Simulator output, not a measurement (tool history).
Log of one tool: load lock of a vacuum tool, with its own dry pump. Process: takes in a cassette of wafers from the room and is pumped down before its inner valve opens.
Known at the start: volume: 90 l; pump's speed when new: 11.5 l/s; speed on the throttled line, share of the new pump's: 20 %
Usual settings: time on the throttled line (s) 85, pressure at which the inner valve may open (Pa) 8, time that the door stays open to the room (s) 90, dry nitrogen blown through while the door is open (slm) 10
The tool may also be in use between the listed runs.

run	day	time on the throttled line (s)	pressure at which the inner valve may open (Pa)	time that the door stays open to the room (s)	dry nitrogen blown through while the door is open (slm)	incoming humidity of the room's air, %	time from the closed door until the inner valve may open (s)	rise of the pressure with all valves shut (Pa/min)
1	0	85	8	90	10	45.8	143.1	0.039
2	12.138	85	8	90	10	45.1	142.8	0.034
3	26.817	85	12	90	10	43.9	140.2	0.04
4	36.021	85	8	90	15	45.3	143.4	0.034
5	44.467	85	8	90	15	46.7	143.3	0.035
6	52.862	85	8	90	10	44.2	142.4	0.034
7	68.196	85	8	90	10	49.2	142.4	0.042
8	83.421	85	8	90	10	47.3	144.1	0.04
9	95.417	53	11	66	44	42.5	114.4	0.021
10	103.533	43	8	61	10	46	108.7	0.035
11	120.479	85	8	90	22	47	142.7	0.029
12	132.108	85	8	90	22	44.2	143.6	0.033
13	148.571	85	13	90	22	46.9	137.7	0.027
14	159.546	159	7	90	10	47.1	203.8	0.04
15	167.267	85	14	90	10	44.2	138.5	0.038
16	181.712	110	6	90	6	44.7	165.9	0.043

4 ways to go on from here, each from the tool as it stands after run 16. What would each give?
A	196.333	110	12	197	6	42.1	?	?
B	196.333	110	9	205	41	46.8	?	?
C	196.333	82	6	90	21	42.5	?	?
D	196.333	110	6	76	14	43.9	?	?

run	time from the closed door until the inner valve may open (s)	rise of the pressure with all valves shut (Pa/min)
A	160.1	0.059
B	161.8	0.025
C	143.2	0.028
D	165.8	0.029
Without the tool's hidden state the same runs would have given:
run	time from the closed door until the inner valve may open (s)	rise of the pressure with all valves shut (Pa/min)
A	160.1	0.058
B	161.8	0.024
C	143.2	0.027
D	165.8	0.028

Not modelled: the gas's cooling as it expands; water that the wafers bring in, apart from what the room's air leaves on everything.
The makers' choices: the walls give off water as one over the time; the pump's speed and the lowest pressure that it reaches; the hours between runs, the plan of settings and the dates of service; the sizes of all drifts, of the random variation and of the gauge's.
